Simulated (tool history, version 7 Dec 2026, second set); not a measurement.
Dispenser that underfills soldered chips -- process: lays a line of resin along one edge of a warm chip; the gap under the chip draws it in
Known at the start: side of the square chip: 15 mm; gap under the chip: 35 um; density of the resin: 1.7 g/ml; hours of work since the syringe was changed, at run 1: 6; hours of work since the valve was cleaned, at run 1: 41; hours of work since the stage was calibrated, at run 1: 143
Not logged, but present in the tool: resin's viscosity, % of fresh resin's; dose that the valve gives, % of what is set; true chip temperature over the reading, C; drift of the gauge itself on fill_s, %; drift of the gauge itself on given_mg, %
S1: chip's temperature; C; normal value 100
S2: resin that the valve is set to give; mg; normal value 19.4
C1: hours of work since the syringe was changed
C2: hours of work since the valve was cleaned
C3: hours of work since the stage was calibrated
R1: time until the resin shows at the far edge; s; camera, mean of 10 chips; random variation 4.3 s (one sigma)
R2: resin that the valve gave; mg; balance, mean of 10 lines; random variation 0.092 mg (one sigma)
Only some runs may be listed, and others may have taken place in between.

run,hour,S1,S2,C1,C2,C3,R1,R2
1,0.0,100,19.4,6,41,143,673.5,18.68
# hour 0.9: new syringe of resin
2,5.2,100,19.4,3,45,147,544.5,18.81
# hour 9.8: new syringe of resin
3,16.5,100,22.8,5,52,154,590.7,21.98
# hour 18.8: new syringe of resin
# hour 27.5: new syringe of resin
4,27.5,100,19.4,0,59,161,431.9,18.43
# hour 36.3: new syringe of resin
5,37.5,100,19.4,1,66,168,460.5,18.52
# hour 43.1: dispensing valve cleaned and set on the balance
6,44.9,100,19.4,5,1,172,630.2,19.41
# hour 46.2: new syringe of resin
7,53.6,98,19.4,5,7,178,671.3,19.16
# hour 55.7: new syringe of resin
8,64.0,100,22.4,6,14,185,641.2,22.13
# hour 65.2: new syringe of resin
9,70.8,100,19.4,4,18,189,564.1,19.08
# hour 74.5: new syringe of resin
10,79.3,95,19.4,3,24,195,670.3,18.95
# hour 83.7: new syringe of resin
11,88.7,95,19.4,3,30,201,674.3,19.00
# hour 92.8: new syringe of resin
12,97.8,95,19.4,3,36,207,681.7,18.79
# hour 102.4: new syringe of resin
13,105.2,97,19.4,2,41,212,558.9,18.93
# hour 111.8: new syringe of resin
14,112.2,97,25.0,0,45,216,465.8,24.16
# hour 120.7: new syringe of resin
15,123.8,97,25.0,2,53,224,540.0,23.96
# hour 129.4: new syringe of resin
16,135.0,97,25.0,4,60,231,620.7,23.85
# hour 138.5: new syringe of resin
17,145.8,108,20.7,5,67,238,441.1,19.64
# hour 147.3: new syringe of resin
# hour 149.6: dispensing valve cleaned and set on the balance
# hour 157.6: new syringe of resin
18,157.6,100,24.9,0,5,245,403.4,24.88
19,165.6,100,24.9,5,11,251,606.3,24.77
# hour 166.6: new syringe of resin
20,173.3,101,24.9,5,16,256,552.1,24.64
# hour 176.1: new syringe of resin
21,182.2,98,24.8,4,22,262,610.0,24.47
# hour 185.1: new syringe of resin
22,192.2,93,16.7,5,28,268,877.9,16.37
# hour 193.8: new syringe of resin
23,198.9,113,18.8,3,32,272,325.2,18.49
# hour 202.9: new syringe of resin
24,208.5,112,18.8,4,39,279,338.5,18.12
# hour 212.0: new syringe of resin
25,213.7,112,18.8,1,42,282,278.3,18.20
# hour 221.1: new syringe of resin
26,225.0,99,19.7,3,50,290,527.3,19.07

Alternative continuations, all from the tool just after run 26; predict every row:
# hour 230.4: new syringe of resin
A,230.8,96,19.7,0,53,293,?,?
# hour 230.4: new syringe of resin
B,230.8,103,25.1,0,53,293,?,?
# hour 230.4: new syringe of resin
C,230.8,94,16.6,0,53,293,?,?
# hour 230.4: new syringe of resin
D,230.8,103,18.6,0,53,293,?,?

run,R1,R2
A,495.3,18.93
B,355.6,24.15
C,562.4,16.01
D,370.7,17.79
Stripped of hidden state, with their random variation kept, the same runs would have yielded:
run,R1,R2
A,509.4,19.68
B,367.0,25.10
C,574.5,16.64
D,379.8,18.50
